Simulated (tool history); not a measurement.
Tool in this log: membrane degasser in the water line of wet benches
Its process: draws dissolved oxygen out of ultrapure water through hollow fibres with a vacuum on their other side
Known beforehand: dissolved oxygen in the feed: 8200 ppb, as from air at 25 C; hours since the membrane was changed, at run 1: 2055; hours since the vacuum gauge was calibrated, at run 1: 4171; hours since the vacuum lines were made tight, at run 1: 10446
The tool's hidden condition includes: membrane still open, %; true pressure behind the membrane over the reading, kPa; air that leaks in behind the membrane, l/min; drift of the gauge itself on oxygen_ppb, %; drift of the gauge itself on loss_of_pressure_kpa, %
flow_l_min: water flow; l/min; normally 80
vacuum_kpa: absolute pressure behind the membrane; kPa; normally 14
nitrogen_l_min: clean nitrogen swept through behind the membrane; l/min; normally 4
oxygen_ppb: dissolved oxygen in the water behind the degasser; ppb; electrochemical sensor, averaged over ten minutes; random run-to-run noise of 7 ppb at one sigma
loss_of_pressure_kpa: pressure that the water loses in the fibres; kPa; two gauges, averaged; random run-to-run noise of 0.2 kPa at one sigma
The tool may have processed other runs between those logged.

run    hour  flow_l_min  vacuum_kpa  nitrogen_l_min  hours since the membrane was changed  hours since the vacuum gauge was calibrated  hours since the vacuum lines were made tight  oxygen_ppb  loss_of_pressure_kpa
  1       0          80          14               4                                  2055                                         4171                                         10446       710.5                  43.3
  2    28.5          80          14               4                                  2084                                         4200                                         10474       718.4                 43.64
  3    70.6          80          14               4                                  2126                                         4242                                         10516       713.2                 43.11
  4   109.8          80          14               4                                  2165                                         4281                                         10556       729.9                 43.59
  5   163.4          80          14               4                                  2218                                         4335                                         10609       733.3                 43.64
  6   205.1          80          14               4                                  2260                                         4376                                         10651         713                 43.87
  7   229.2          80          14               4                                  2284                                         4400                                         10675       714.4                 43.94
  8   275.2          93          14               4                                  2330                                         4446                                         10721       835.3                 50.96
  9   315.9          93          14            1.96                                  2371                                         4487                                         10762      1189.7                 50.48
      324.4  -- vacuum gauge calibrated
 10     365          93          14            1.96                                  2419                                           41                                         10810      1191.9                 50.77
 11   402.3          93          14            1.96                                  2457                                           78                                         10848      1200.6                 50.89
 12   450.1          93          14            1.96                                  2505                                          126                                         10895        1200                 50.94
 13   505.5          93          14            1.96                                  2560                                          181                                         10951      1178.9                  50.5
 14     543          80          14               4                                  2597                                          219                                         10988       730.8                 44.03
 15     576          80          14               4                                  2630                                          252                                         11021       711.9                 43.86
 16   629.7          80          14               4                                  2684                                          305                                         11075         715                 43.63
 17   673.8          81        14.8            3.76                                  2728                                          349                                         11119       786.7                 43.93
 18   713.2         122        12.6               4                                  2768                                          389                                         11159       958.3                 66.49
 19     738          64        12.6            6.45                                  2793                                          414                                         11183       436.2                 34.95
 20   793.4          92        23.3            8.18                                  2848                                          469                                         11239       796.7                 50.36
 21   829.4          80        13.6               4                                  2884                                          505                                         11275       693.7                 43.13
 22   884.8          80        14.7               4                                  2939                                          560                                         11330       761.3                 43.59
 23   914.7         127        12.4               4                                  2969                                          590                                         11360       994.9                 69.62
 24   942.2         127        12.4               4                                  2997                                          618                                         11387       984.8                 70.03
 25   981.4         127        17.5            10.3                                  3036                                          657                                         11427       824.3                 68.96
 26  1009.3          95          14               4                                  3064                                          685                                         11455       849.2                 51.84
 27    1041          95          14               4                                  3096                                          717                                         11486       833.8                 51.96
 28  1072.1          95          14               4                                  3127                                          748                                         11517       838.7                 51.67
 29  1114.1          51        10.7               4                                  3169                                          790                                         11559       373.5                 27.81
 30  1161.8          51        10.7               4                                  3216                                          837                                         11607       372.4                 28.22
 31  1208.4          51         9.3               4                                  3263                                          884                                         11654       340.9                 28.04
 32  1246.8          51         9.3               4                                  3301                                          922                                         11692       326.9                 28.28

4 ways to go on from here, each from the tool as it stands after run 32. What would each give?
  A  1280.9          98        18.2            3.46                                  3335                                          956                                         11726           ?                     ?
  B  1280.9          50        25.9            9.68                                  3335                                          956                                         11726           ?                     ?
  C  1280.9          96        25.2               4                                  3335                                          956                                         11726           ?                     ?
  D  1280.9          99        12.8           10.12                                  3335                                          956                                         11726           ?                     ?

run  oxygen_ppb  loss_of_pressure_kpa
  A      1131.2                 53.51
  B       431.9                 27.38
  C      1290.7                 52.58
  D       569.6                 54.79
Without the tool's unlogged condition, the same runs would have read:
run  oxygen_ppb  loss_of_pressure_kpa
  A      1111.4                 52.52
  B       419.2                 26.87
  C      1271.9                 51.61
  D       548.5                 53.79
